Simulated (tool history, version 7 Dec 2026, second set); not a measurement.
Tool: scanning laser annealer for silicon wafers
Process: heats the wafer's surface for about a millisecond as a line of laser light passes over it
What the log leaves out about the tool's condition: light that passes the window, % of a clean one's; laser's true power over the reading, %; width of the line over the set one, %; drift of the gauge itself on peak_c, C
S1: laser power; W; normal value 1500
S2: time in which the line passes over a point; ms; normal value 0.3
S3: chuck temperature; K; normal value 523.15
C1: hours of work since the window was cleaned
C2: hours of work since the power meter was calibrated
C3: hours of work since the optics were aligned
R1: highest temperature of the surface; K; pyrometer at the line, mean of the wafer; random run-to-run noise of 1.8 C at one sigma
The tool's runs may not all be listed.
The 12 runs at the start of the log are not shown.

Run 13, hour 917.3: usual settings; C1 681; C2 2999; C3 1461. Result: R1 1195.15 K.
Run 14, hour 979.4: usual settings but S2 0.331 ms; C1 722; C2 3040; C3 1502. Result: R1 1234.15 K.
Run 15, hour 1061.3: usual settings but S2 0.331 ms; C1 776; C2 3095; C3 1556. Result: R1 1229.15 K.
At hour 1067.3: window over the wafer cleaned.
Run 16, hour 1138.7: usual settings but S2 0.331 ms; C1 47; C2 3144; C3 1606. Result: R1 1267.15 K.
At hour 1185.7: optics aligned, line set to its width.
Run 17, hour 1228.9: usual settings but S2 0.331 ms; C1 104; C2 3201; C3 29. Result: R1 1277.15 K.
Run 18, hour 1306.6: usual settings but S1 1494 W, S2 0.223 ms, S3 505.15 K; C1 155; C2 3252; C3 80. Result: R1 1114.15 K.
Run 19, hour 1371.6: usual settings but S1 1608 W, S2 0.322 ms, S3 516.15 K; C1 198; C2 3295; C3 123. Result: R1 1315.15 K.
Run 20, hour 1427.9: usual settings but S1 1371 W, S2 0.229 ms, S3 557.15 K; C1 235; C2 3332; C3 160. Result: R1 1110.15 K.
Run 21, hour 1487.9: usual settings but S1 1623 W, S2 0.337 ms, S3 557.15 K; C1 275; C2 3372; C3 200. Result: R1 1379.15 K.
Run 22, hour 1543.4: usual settings but S3 558.15 K; C1 311; C2 3409; C3 237. Result: R1 1264.15 K.
Run 23, hour 1636.5: usual settings but S3 558.15 K; C1 373; C2 3470; C3 298. Result: R1 1260.15 K.
Run 24, hour 1681.8: usual settings but S1 1392 W, S3 522.15 K; C1 403; C2 3500; C3 328. Result: R1 1163.15 K.
Run 25, hour 1745.4: usual settings but S1 1392 W, S3 522.15 K; C1 445; C2 3542; C3 370. Result: R1 1166.15 K.
Run 26, hour 1830.4: usual settings but S1 1579 W; C1 501; C2 3598; C3 426. Result: R1 1262.15 K.
Run 27, hour 1879.3: usual settings but S3 518.15 K; C1 534; C2 3631; C3 459. Result: R1 1214.15 K.
Run 28, hour 1918.8: usual settings but S1 1409 W, S2 0.348 ms, S3 549.15 K; C1 560; C2 3657; C3 485. Result: R1 1247.15 K.
Run 29, hour 1972.2: usual settings but S1 1597 W, S2 0.348 ms, S3 549.15 K; C1 595; C2 3692; C3 520. Result: R1 1350.15 K.
Run 30, hour 2025.9: usual settings but S1 1515 W, S2 0.36 ms, S3 498.15 K; C1 631; C2 3728; C3 556. Result: R1 1267.15 K.
Run 31, hour 2108.7: usual settings but S1 1586 W, S2 0.36 ms, S3 485.15 K; C1 685; C2 3782; C3 610. Result: R1 1289.15 K.
Run 32, hour 2147.4: usual settings but S1 1647 W, S2 0.294 ms, S3 511.15 K; C1 711; C2 3808; C3 636. Result: R1 1264.15 K.
Run 33, hour 2198: usual settings but S1 1494 W, S2 0.364 ms, S3 511.15 K; C1 744; C2 3842; C3 669. Result: R1 1263.15 K.

4 options for the next run, each taken on its own from the tool as it stands now. Forecast them:
At hour 2253.8: window over the wafer cleaned.
Run A, hour 2292.8: usual settings but S1 1624 W, S2 0.263 ms, S3 516.15 K; C1 26; C2 3903; C3 731. Result: R1 ?.
At hour 2253.8: window over the wafer cleaned.
Run B, hour 2292.8: usual settings but S1 1606 W, S3 555.15 K; C1 26; C2 3903; C3 731. Result: R1 ?.
At hour 2253.8: window over the wafer cleaned.
Run C, hour 2292.8: usual settings but S1 1321 W, S2 0.27 ms; C1 26; C2 3903; C3 731. Result: R1 ?.
At hour 2253.8: window over the wafer cleaned.
Run D, hour 2292.8: usual settings but S1 1644 W, S2 0.221 ms, S3 503.15 K; C1 26; C2 3903; C3 731. Result: R1 ?.

run       R1
  A  1246.15
  B  1329.15
  C  1112.15
  D  1181.15
Had the tool no hidden state, the same runs would have come out as:
run       R1
  A  1242.15
  B  1325.15
  C  1109.15
  D  1177.15
